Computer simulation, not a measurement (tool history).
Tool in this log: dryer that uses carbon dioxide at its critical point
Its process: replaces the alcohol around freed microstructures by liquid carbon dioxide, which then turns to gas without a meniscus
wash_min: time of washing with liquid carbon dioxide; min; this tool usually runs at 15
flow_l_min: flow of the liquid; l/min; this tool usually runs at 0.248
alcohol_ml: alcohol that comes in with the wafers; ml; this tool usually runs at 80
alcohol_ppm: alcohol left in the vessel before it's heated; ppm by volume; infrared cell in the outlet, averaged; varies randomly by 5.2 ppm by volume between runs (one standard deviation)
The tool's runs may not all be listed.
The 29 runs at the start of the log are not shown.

run	hour	wash_min	flow_l_min	alcohol_ml	hours of work since the filter was changed	hours of work since the purifier's bed was changed	alcohol_ppm
30	791.5	17	0.18	52	149	558	347
31	823.1	17	0.264	41	163	573	47
32	849.6	17	0.264	41	176	585	47
33	869.3	17	0.264	41	185	595	43
34	905.5	10	0.264	35	202	612	501
35	933.9	10	0.278	35	215	625	396
36	951.9	10	0.278	35	224	633	392
37	974	10	0.192	48	234	644	2736
38	990.6	17	0.192	82	242	652	409
39	1026.2	15	0.323	70	259	668	45
40	1053.1	13	0.204	109	271	681	1673
41	1079.1	15	0.248	24	283	693	81
42	1108.2	21	0.233	30	297	707	51
# hour 1136.2: inlet filter changed
43	1136.2	17	0.186	109	0	719	475
44	1163.1	14	0.263	80	13	732	147
45	1194.5	19	0.263	118	27	747	44
46	1233.3	19	0.263	118	46	765	50
47	1265.4	12	0.387	55	61	780	38
48	1300.7	11	0.408	55	77	797	55

Alternative continuations, all from the tool just after run 48; predict every row:
A	1320.6	15	0.329	34	87	806	?
B	1320.6	15	0.248	89	87	806	?
C	1320.6	17	0.358	80	87	806	?

run	alcohol_ppm
A	47
B	166
C	40
Take away the tool's hidden state, keep each run's random variation, and the runs would have read:
run	alcohol_ppm
A	7
B	106
C	1

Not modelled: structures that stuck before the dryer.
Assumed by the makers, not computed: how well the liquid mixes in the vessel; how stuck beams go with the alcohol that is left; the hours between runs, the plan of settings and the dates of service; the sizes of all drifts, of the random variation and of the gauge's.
